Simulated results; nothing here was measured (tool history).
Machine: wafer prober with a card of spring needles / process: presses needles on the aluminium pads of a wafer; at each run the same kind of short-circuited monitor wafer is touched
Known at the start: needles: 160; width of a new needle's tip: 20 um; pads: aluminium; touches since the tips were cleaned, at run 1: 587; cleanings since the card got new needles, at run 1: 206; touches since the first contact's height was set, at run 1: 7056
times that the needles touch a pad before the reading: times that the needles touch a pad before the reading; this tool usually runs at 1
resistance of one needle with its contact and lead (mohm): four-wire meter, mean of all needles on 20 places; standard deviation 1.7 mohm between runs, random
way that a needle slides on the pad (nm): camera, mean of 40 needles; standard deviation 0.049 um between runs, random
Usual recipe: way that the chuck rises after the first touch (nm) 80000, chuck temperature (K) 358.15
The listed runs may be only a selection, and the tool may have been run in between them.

| run | hour | way that the chuck rises after the first touch (nm) | chuck temperature (K) | times that the needles touch a pad before the reading | touches since the tips were cleaned | cleanings since the card got new needles | touches since the first contact's height was set | resistance of one needle with its contact and lead (mohm) | way that a needle slides on the pad (nm) |
|---|---|---|---|---|---|---|---|---|---|
| 1 | 0 | 80000 | 358.15 | 1 | 587 | 206 | 7056 | 203 | 19510 |
|  | 3 | tips cleaned on abrasive film |
|  | 7 | tips cleaned on abrasive film |
|  | 11.9 | tips cleaned on abrasive film |
|  | 16.9 | tips cleaned on abrasive film |
|  | 20.9 | tips cleaned on abrasive film |
|  | 25.8 | tips cleaned on abrasive film |
|  | 30.8 | tips cleaned on abrasive film |
|  | 35.7 | tips cleaned on abrasive film |
|  | 40.7 | tips cleaned on abrasive film |
| 2 | 43.6 | 80000 | 358.15 | 2 | 1485 | 215 | 28941 | 205 | 19460 |
|  | 45.6 | tips cleaned on abrasive film |
|  | 49.6 | tips cleaned on abrasive film |
|  | 53.6 | tips cleaned on abrasive film |
|  | 58.6 | tips cleaned on abrasive film |
|  | 63.5 | tips cleaned on abrasive film |
|  | 67.5 | tips cleaned on abrasive film |
|  | 72.5 | tips cleaned on abrasive film |
|  | 76.4 | tips cleaned on abrasive film |
|  | 81.4 | tips cleaned on abrasive film |
|  | 85.4 | tips cleaned on abrasive film |
| 3 | 87.8 | 80000 | 358.15 | 2 | 1257 | 225 | 51098 | 202 | 19290 |
|  | 89.9 | tips cleaned on abrasive film |
|  | 94.8 | tips cleaned on abrasive film |
|  | 98.8 | tips cleaned on abrasive film |
|  | 103.8 | tips cleaned on abrasive film |
|  | 108.7 | tips cleaned on abrasive film |
|  | 112.8 | tips cleaned on abrasive film |
| 4 | 112.8 | 80000 | 358.15 | 2 | 0 | 231 | 63594 | 183 | 19210 |
|  | 117.8 | tips cleaned on abrasive film |
|  | 121.9 | height of the first contact set anew |
|  | 123 | tips cleaned on abrasive film |
|  | 128 | tips cleaned on abrasive film |
|  | 132 | tips cleaned on abrasive film |
|  | 136.9 | tips cleaned on abrasive film |
|  | 141.9 | tips cleaned on abrasive film |
|  | 145.8 | tips cleaned on abrasive film |
|  | 150.8 | tips cleaned on abrasive film |
|  | 154.8 | tips cleaned on abrasive film |
|  | 159.7 | tips cleaned on abrasive film |
| 5 | 160.9 | 80000 | 358.15 | 2 | 590 | 241 | 19500 | 196 | 19490 |
|  | 163.9 | tips cleaned on abrasive film |
|  | 167.9 | tips cleaned on abrasive film |
|  | 172.8 | tips cleaned on abrasive film |
|  | 177.8 | tips cleaned on abrasive film |
|  | 182.8 | tips cleaned on abrasive film |
|  | 187.7 | tips cleaned on abrasive film |
|  | 191.7 | tips cleaned on abrasive film |
| 6 | 194.8 | 80000 | 358.15 | 2 | 1618 | 248 | 36546 | 205 | 19320 |
|  | 195.9 | tips cleaned on abrasive film |
|  | 199.9 | tips cleaned on abrasive film |
|  | 204.9 | tips cleaned on abrasive film |
|  | 209.8 | tips cleaned on abrasive film |
|  | 213.8 | tips cleaned on abrasive film |
|  | 218.7 | tips cleaned on abrasive film |
|  | 222.7 | tips cleaned on abrasive film |
|  | 227.7 | tips cleaned on abrasive film |
|  | 232.6 | tips cleaned on abrasive film |
| 7 | 235.4 | 80000 | 358.15 | 2 | 1415 | 257 | 56871 | 209 | 19260 |
|  | 237.4 | tips cleaned on abrasive film |
|  | 242.4 | tips cleaned on abrasive film |
|  | 246.4 | tips cleaned on abrasive film |
|  | 251.3 | tips cleaned on abrasive film |
|  | 256.3 | tips cleaned on abrasive film |
|  | 257.6 | height of the first contact set anew |
|  | 260.6 | tips cleaned on abrasive film |
|  | 265.5 | tips cleaned on abrasive film |
|  | 270.5 | tips cleaned on abrasive film |
|  | 274.5 | tips cleaned on abrasive film |
|  | 279.4 | tips cleaned on abrasive film |
|  | 284.4 | tips cleaned on abrasive film |
| 8 | 284.4 | 80000 | 358.15 | 1 | 17 | 268 | 13453 | 185 | 19410 |
|  | 288.4 | tips cleaned on abrasive film |
|  | 293.3 | tips cleaned on abrasive film |
|  | 297.3 | tips cleaned on abrasive film |
|  | 301.3 | tips cleaned on abrasive film |
|  | 306.3 | tips cleaned on abrasive film |
|  | 311.2 | tips cleaned on abrasive film |
|  | 316.2 | tips cleaned on abrasive film |
|  | 321.1 | tips cleaned on abrasive film |
|  | 326.1 | tips cleaned on abrasive film |
|  | 331 | tips cleaned on abrasive film |
|  | 335 | tips cleaned on abrasive film |
| 9 | 336.3 | 80000 | 358.15 | 3 | 669 | 279 | 39496 | 189 | 19320 |
|  | 339.3 | tips cleaned on abrasive film |
|  | 343.3 | tips cleaned on abrasive film |
|  | 347.3 | tips cleaned on abrasive film |
|  | 352.3 | tips cleaned on abrasive film |
|  | 357.2 | tips cleaned on abrasive film |
| 10 | 358.2 | 80000 | 358.15 | 3 | 498 | 284 | 50444 | 189 | 19260 |
|  | 362.2 | tips cleaned on abrasive film |
|  | 366.2 | tips cleaned on abrasive film |
|  | 371.1 | tips cleaned on abrasive film |
|  | 375.1 | tips cleaned on abrasive film |
|  | 380 | tips cleaned on abrasive film |
|  | 385 | tips cleaned on abrasive film |
|  | 390 | tips cleaned on abrasive film |
|  | 393.2 | height of the first contact set anew |
|  | 395.2 | tips cleaned on abrasive film |
|  | 400.2 | tips cleaned on abrasive film |
| 11 | 402.2 | 80000 | 309.15 | 1 | 1055 | 293 | 4539 | 210 | 19590 |
|  | 404.3 | tips cleaned on abrasive film |
|  | 409.2 | tips cleaned on abrasive film |
|  | 414.2 | tips cleaned on abrasive film |
|  | 419.1 | tips cleaned on abrasive film |
|  | 423.1 | tips cleaned on abrasive film |
|  | 428.1 | tips cleaned on abrasive film |
|  | 433 | tips cleaned on abrasive film |
|  | 437 | tips cleaned on abrasive film |
| 12 | 439.8 | 74000 | 358.15 | 1 | 1423 | 301 | 23379 | 230 | 17910 |
|  | 441.8 | tips cleaned on abrasive film |
|  | 446.8 | tips cleaned on abrasive film |
|  | 451.7 | tips cleaned on abrasive film |
|  | 456.7 | tips cleaned on abrasive film |
|  | 461.6 | tips cleaned on abrasive film |
|  | 466.6 | tips cleaned on abrasive film |
|  | 471.5 | tips cleaned on abrasive film |
| 13 | 472.8 | 92000 | 371.15 | 3 | 621 | 308 | 39924 | 187 | 22390 |
|  | 475.8 | tips cleaned on abrasive film |
|  | 480.7 | tips cleaned on abrasive film |
|  | 484.7 | tips cleaned on abrasive film |
|  | 488.7 | tips cleaned on abrasive film |
|  | 493.7 | tips cleaned on abrasive film |
|  | 498.6 | tips cleaned on abrasive film |
|  | 503.6 | tips cleaned on abrasive film |
|  | 508.5 | tips cleaned on abrasive film |
|  | 512.5 | tips cleaned on abrasive film |
| 14 | 515.1 | 61000 | 370.15 | 1 | 1347 | 317 | 61178 | 263 | 14640 |
|  | 517.2 | tips cleaned on abrasive film |
|  | 521.2 | tips cleaned on abrasive film |
|  | 526.1 | tips cleaned on abrasive film |
|  | 528.4 | height of the first contact set anew |
|  | 531.4 | tips cleaned on abrasive film |
|  | 535.3 | tips cleaned on abrasive film |
|  | 540.3 | tips cleaned on abrasive film |
|  | 545.3 | tips cleaned on abrasive film |
| 15 | 547.4 | 61000 | 370.15 | 1 | 1115 | 324 | 9575 | 252 | 14800 |
|  | 549.5 | tips cleaned on abrasive film |
|  | 553.5 | tips cleaned on abrasive film |
|  | 558.4 | tips cleaned on abrasive film |
|  | 563.4 | tips cleaned on abrasive film |
|  | 568.3 | tips cleaned on abrasive film |
|  | 572.3 | tips cleaned on abrasive film |
|  | 577.3 | tips cleaned on abrasive film |
|  | 582.2 | tips cleaned on abrasive film |
|  | 587.2 | tips cleaned on abrasive film |
|  | 591.2 | tips cleaned on abrasive film |
|  | 596.1 | tips cleaned on abrasive film |
| 16 | 596.1 | 94000 | 358.15 | 1 | 0 | 335 | 33940 | 188 | 22740 |
|  | 601 | tips cleaned on abrasive film |
|  | 606 | tips cleaned on abrasive film |
|  | 610.9 | tips cleaned on abrasive film |
|  | 615.9 | tips cleaned on abrasive film |
|  | 619.9 | tips cleaned on abrasive film |
|  | 624.8 | tips cleaned on abrasive film |
|  | 629.8 | tips cleaned on abrasive film |
|  | 633.8 | tips cleaned on abrasive film |
| 17 | 635.6 | 94000 | 358.15 | 1 | 957 | 343 | 53807 | 206 | 22750 |
|  | 638.6 | tips cleaned on abrasive film |
|  | 642.6 | tips cleaned on abrasive film |
|  | 646.6 | tips cleaned on abrasive film |
|  | 651.6 | tips cleaned on abrasive film |
|  | 656.5 | tips cleaned on abrasive film |
|  | 660.5 | tips cleaned on abrasive film |
| 18 | 662.3 | 72000 | 299.15 | 2 | 912 | 349 | 67160 | 198 | 17290 |
|  | 663.6 | height of the first contact set anew |
|  | 665.6 | tips cleaned on abrasive film |
|  | 669.6 | tips cleaned on abrasive film |
|  | 673.6 | tips cleaned on abrasive film |
|  | 678.5 | tips cleaned on abrasive film |
|  | 683.5 | tips cleaned on abrasive film |
|  | 688.4 | tips cleaned on abrasive film |
|  | 692.4 | tips cleaned on abrasive film |
| 19 | 694.9 | 80000 | 314.15 | 1 | 1259 | 356 | 15691 | 215 | 19500 |

Pick out some run-to-run changes in resistance of one needle with its contact and lead (mohm). Of each, how much would a tool without hidden state show as well, from the settings, what came in and chance, and how much is left for the hidden state and any gauge scatter not in both results compared?
The tool's hidden condition here consists of: debris on the tips, nm; way that the needles fall short of the set height, um; tips' diameter, um; drift of the gauge itself on contact_mohm, %; drift of the gauge itself on scrub_um, %.
Run 13 -> 14: way that the chuck rises after the first touch (nm) 92000 -> 61000, chuck temperature (K) 371.15 -> 370.15, times that the needles touch a pad before the reading 3 -> 1, tips cleaned on abrasive film, tips cleaned on abrasive film, tips cleaned on abrasive film, tips cleaned on abrasive film, tips cleaned on abrasive film, tips cleaned on abrasive film, tips cleaned on abrasive film, tips cleaned on abrasive film, tips cleaned on abrasive film. resistance of one needle with its contact and lead (mohm) +76: hidden state +68, all else +8.

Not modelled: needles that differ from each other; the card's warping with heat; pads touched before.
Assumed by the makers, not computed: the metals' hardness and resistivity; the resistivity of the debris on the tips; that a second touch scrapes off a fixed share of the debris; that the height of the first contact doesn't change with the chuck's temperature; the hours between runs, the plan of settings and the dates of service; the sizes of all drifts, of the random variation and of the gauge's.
